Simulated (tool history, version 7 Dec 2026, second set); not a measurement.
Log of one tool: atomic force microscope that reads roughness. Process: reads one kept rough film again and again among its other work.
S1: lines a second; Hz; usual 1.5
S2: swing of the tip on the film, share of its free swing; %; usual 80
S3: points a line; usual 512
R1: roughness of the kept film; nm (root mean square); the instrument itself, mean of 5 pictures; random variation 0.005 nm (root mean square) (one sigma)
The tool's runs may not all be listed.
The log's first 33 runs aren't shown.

run 34 hour=310.3 | S1=1.5 S2=58 S3=512 | R1=2.189
run 35 hour=322.1 | S1=1.01 S2=59 S3=648 | R1=2.206
run 36 hour=330.7 | S1=0.85 S2=65 S3=420 | R1=2.184
run 37 hour=339.9 | S1=0.72 S2=60 S3=804 | R1=2.197
-- hour=347 new tip fitted
run 38 hour=348.4 | S1=0.72 S2=60 S3=804 | R1=2.315
run 39 hour=361.1 | S1=0.72 S2=60 S3=804 | R1=2.297
run 40 hour=369.8 | S1=1.5 S2=65 S3=512 | R1=2.181
run 41 hour=379.9 | S1=0.85 S2=61 S3=659 | R1=2.266
run 42 hour=390.1 | S1=1.57 S2=81 S3=596 | R1=1.981
run 43 hour=399.1 | S1=0.85 S2=57 S3=355 | R1=2.257
run 44 hour=406.3 | S1=0.99 S2=80 S3=311 | R1=2.081
run 45 hour=412.8 | S1=1.09 S2=61 S3=311 | R1=2.208
run 46 hour=418.7 | S1=1.09 S2=61 S3=311 | R1=2.205
run 47 hour=425.4 | S1=2.01 S2=86 S3=783 | R1=1.782
run 48 hour=435.1 | S1=2.01 S2=86 S3=783 | R1=1.767
run 49 hour=440.8 | S1=0.55 S2=86 S3=783 | R1=2.102
run 50 hour=450.8 | S1=1.06 S2=73 S3=352 | R1=2.09
run 51 hour=459.6 | S1=1.72 S2=71 S3=460 | R1=2.027
-- hour=462.3 new tip fitted
run 52 hour=469.1 | S1=1.72 S2=71 S3=460 | R1=2.125
run 53 hour=479.8 | S1=1.72 S2=71 S3=460 | R1=2.108
run 54 hour=487.3 | S1=0.65 S2=81 S3=891 | R1=2.186

3 ways to go on from here, each from the tool as it stands after run 54. What would each give?
run A hour=495.1 | S1=1.27 S2=64 S3=358 | R1=?
run B hour=495.1 | S1=2.16 S2=81 S3=891 | R1=?
run C hour=495.1 | S1=1.36 S2=62 S3=315 | R1=?

run=A R1=2.209
run=B R1=1.874
run=C R1=2.214
Without the tool's hidden state the same runs would have given:
run=A R1=2.231
run=B R1=1.893
run=C R1=2.236
